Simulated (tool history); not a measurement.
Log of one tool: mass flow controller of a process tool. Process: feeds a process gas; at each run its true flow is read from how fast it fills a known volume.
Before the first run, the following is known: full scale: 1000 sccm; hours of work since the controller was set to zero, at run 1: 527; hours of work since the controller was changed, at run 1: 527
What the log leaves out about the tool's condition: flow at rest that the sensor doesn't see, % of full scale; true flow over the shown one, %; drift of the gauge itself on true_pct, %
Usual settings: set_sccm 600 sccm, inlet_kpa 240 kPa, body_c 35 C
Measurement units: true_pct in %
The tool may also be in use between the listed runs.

run    hour  set_sccm  inlet_kpa  body_c  hours of work since the controller was set to zero  hours of work since the controller was changed  true_pct
  1     0.0       600        240      35                                                 527                                             527     98.00
  2   278.6       600        240      35                                                 634                                             634     98.19
  3   456.3       600        240      35                                                 702                                             702     97.99
  4   720.8       600        240      39                                                 804                                             804     97.39
  5  1043.3       600        240      39                                                 928                                             928     97.48
  6  1237.4       123        240      35                                                1002                                            1002     95.61
  7  1518.9       328        240      35                                                1111                                            1111     96.94
  8  1809.7       328        240      35                                                1222                                            1222     96.83
  9  1984.8       600        240      35                                                1290                                            1290     97.96
 10  2348.1       600        274      35                                                1429                                            1429     98.10
 11  2694.3       600        274      35                                                1562                                            1562     97.95
 12  3055.2       600        240      35                                                1701                                            1701     97.63
 13  3345.5       600        240      35                                                1813                                            1813     97.57
 14  3583.2       600        240      35                                                1904                                            1904     97.53
 15  3751.3       600        240      35                                                1969                                            1969     97.55
 16  3997.4       600        240      35                                                2063                                            2063     97.51
 17  4342.7       585        178      35                                                2196                                            2196     96.96
 18  4700.6       585        178      35                                                2334                                            2334     96.75
 19  5000.3       585        178      35                                                2449                                            2449     96.81
 20  5167.4       585        178      35                                                2513                                            2513     96.75
 21  5473.4       585        178      35                                                2631                                            2631     96.68
 22  5667.4       122        240      38                                                2705                                            2705     93.16
 23  5830.3       461        163      23                                                2768                                            2768     97.38
 24  6012.8       250        240      35                                                2838                                            2838     95.30
 25  6358.5       250        240      35                                                2971                                            2971     95.22
 26  6549.1       250        240      35                                                3044                                            3044     95.27
 27  6853.1       381        157      31                                                3161                                            3161     95.87
 28  7218.8       381        157      31                                                3302                                            3302     95.77
 29  7573.7       222        157      33                                                3438                                            3438     94.21
 30  7807.6       932        173      23                                                3528                                            3528     99.01
 31  7976.8       191        205      30                                                3593                                            3593     94.43

Below are 4 alternative next runs, each starting from the tool's condition after run 31. Predict each:
  A  8266.9       600        240      24                                                3704                                            3704         ?
  B  8266.9       191        265      20                                                3704                                            3704         ?
  C  8266.9       371        262      31                                                3704                                            3704         ?
  D  8266.9       769        204      27                                                3704                                            3704         ?

run  true_pct
  A     98.25
  B     95.98
  C     96.50
  D     98.20
Stripped of hidden state, with their random variation kept, the same runs would have yielded:
run  true_pct
  A     99.41
  B     98.92
  C     98.17
  D     99.18
